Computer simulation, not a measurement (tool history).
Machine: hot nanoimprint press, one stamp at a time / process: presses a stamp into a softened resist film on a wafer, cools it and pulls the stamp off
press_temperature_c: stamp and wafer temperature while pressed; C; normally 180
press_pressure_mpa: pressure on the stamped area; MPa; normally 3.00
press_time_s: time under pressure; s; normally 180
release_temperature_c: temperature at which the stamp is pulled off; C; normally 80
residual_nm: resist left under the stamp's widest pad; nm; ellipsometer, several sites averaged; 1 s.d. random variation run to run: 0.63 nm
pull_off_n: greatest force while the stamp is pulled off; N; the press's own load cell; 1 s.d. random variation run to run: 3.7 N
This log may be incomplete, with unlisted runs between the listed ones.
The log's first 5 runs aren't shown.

Run 6, hour 181.1: usual settings. Result: residual_nm 149.7 nm, pull_off_n 205 N.
Run 7, hour 207.1: usual settings. Result: residual_nm 148.5 nm, pull_off_n 216 N.
Run 8, hour 238.5: usual settings. Result: residual_nm 148.5 nm, pull_off_n 220 N.
Run 9, hour 291.2: usual settings but press_pressure_mpa 4.60 MPa. Result: residual_nm 122.9 nm, pull_off_n 220 N.
Run 10, hour 325.4: usual settings but press_pressure_mpa 2.43 MPa. Result: residual_nm 162.4 nm, pull_off_n 223 N.
Run 11, hour 371.4: usual settings but press_pressure_mpa 2.43 MPa. Result: residual_nm 164.5 nm, pull_off_n 232 N.
Run 12, hour 417.3: usual settings but press_pressure_mpa 4.33 MPa. Result: residual_nm 128.3 nm, pull_off_n 235 N.
Run 13, hour 452.4: usual settings but press_temperature_c 168 C. Result: residual_nm 200.3 nm, pull_off_n 253 N.
Run 14, hour 496.2: usual settings but press_temperature_c 168 C. Result: residual_nm 200.3 nm, pull_off_n 256 N.
Run 15, hour 522.7: usual settings but press_time_s 306 s. Result: residual_nm 129.0 nm, pull_off_n 248 N.
Run 16, hour 555.0: usual settings but press_temperature_c 190 C, press_pressure_mpa 2.14 MPa, press_time_s 306 s. Result: residual_nm 113.7 nm, pull_off_n 258 N.
Run 17, hour 599.2: usual settings but press_temperature_c 190 C, press_pressure_mpa 2.14 MPa, press_time_s 97 s. Result: residual_nm 161.6 nm, pull_off_n 260 N.
Run 18, hour 640.9: usual settings but press_time_s 178 s, release_temperature_c 84 C. Result: residual_nm 152.5 nm, pull_off_n 272 N.
Run 19, hour 681.9: usual settings but press_temperature_c 179 C, press_time_s 231 s. Result: residual_nm 144.8 nm, pull_off_n 274 N.
Run 20, hour 719.5: usual settings but press_pressure_mpa 2.38 MPa, release_temperature_c 74 C. Result: residual_nm 167.2 nm, pull_off_n 298 N.
Run 21, hour 768.6: usual settings but press_pressure_mpa 2.38 MPa, release_temperature_c 74 C. Result: residual_nm 167.9 nm, pull_off_n 292 N.
Run 22, hour 796.2: usual settings but press_pressure_mpa 2.38 MPa, press_time_s 217 s, release_temperature_c 76 C. Result: residual_nm 159.0 nm, pull_off_n 306 N.
Run 23, hour 848.8: usual settings but press_temperature_c 179 C, press_pressure_mpa 2.65 MPa, release_temperature_c 78 C. Result: residual_nm 164.0 nm, pull_off_n 297 N.
Run 24, hour 894.1: usual settings but press_temperature_c 171 C, press_time_s 164 s, release_temperature_c 81 C. Result: residual_nm 192.2 nm, pull_off_n 311 N.
At hour 915.8: plate thermocouple calibrated.
Run 25, hour 952.5: usual settings but press_temperature_c 179 C, press_pressure_mpa 3.09 MPa, press_time_s 290 s, release_temperature_c 84 C. Result: residual_nm 130.7 nm, pull_off_n 314 N.
Run 26, hour 1000.9: usual settings but press_temperature_c 179 C, press_pressure_mpa 3.09 MPa, press_time_s 290 s, release_temperature_c 84 C. Result: residual_nm 131.2 nm, pull_off_n 308 N.
Run 27, hour 1038.8: usual settings but press_temperature_c 179 C, press_pressure_mpa 3.09 MPa, press_time_s 290 s, release_temperature_c 84 C. Result: residual_nm 130.8 nm, pull_off_n 322 N.
Run 28, hour 1065.7: usual settings but press_temperature_c 187 C, press_pressure_mpa 2.52 MPa, press_time_s 92 s, release_temperature_c 74 C. Result: residual_nm 161.2 nm, pull_off_n 341 N.
Run 29, hour 1119.7: usual settings but press_temperature_c 185 C, press_pressure_mpa 3.88 MPa, press_time_s 92 s, release_temperature_c 74 C. Result: residual_nm 143.4 nm, pull_off_n 346 N.
Run 30, hour 1157.7: usual settings but press_temperature_c 185 C, press_pressure_mpa 1.80 MPa, press_time_s 210 s, release_temperature_c 74 C. Result: residual_nm 154.9 nm, pull_off_n 363 N.

Predict each of these 3 candidate next runs independently; none follows another, all start after run 30:
Run A, hour 1197.1: usual settings but press_temperature_c 183 C, press_time_s 151 s, release_temperature_c 70 C. Result: residual_nm ?, pull_off_n ?.
Run B, hour 1197.1: usual settings but press_temperature_c 179 C, press_time_s 178 s, release_temperature_c 84 C. Result: residual_nm ?, pull_off_n ?.
Run C, hour 1197.1: usual settings but press_pressure_mpa 3.03 MPa, press_time_s 198 s, release_temperature_c 87 C. Result: residual_nm ?, pull_off_n ?.

run  residual_nm  pull_off_n
  A        146.1         365
  B        154.9         357
  C        145.5         328
With no hidden state in the tool, these same runs would have given:
run  residual_nm  pull_off_n
  A        141.3         186
  B        150.0         182
  C        140.6         167
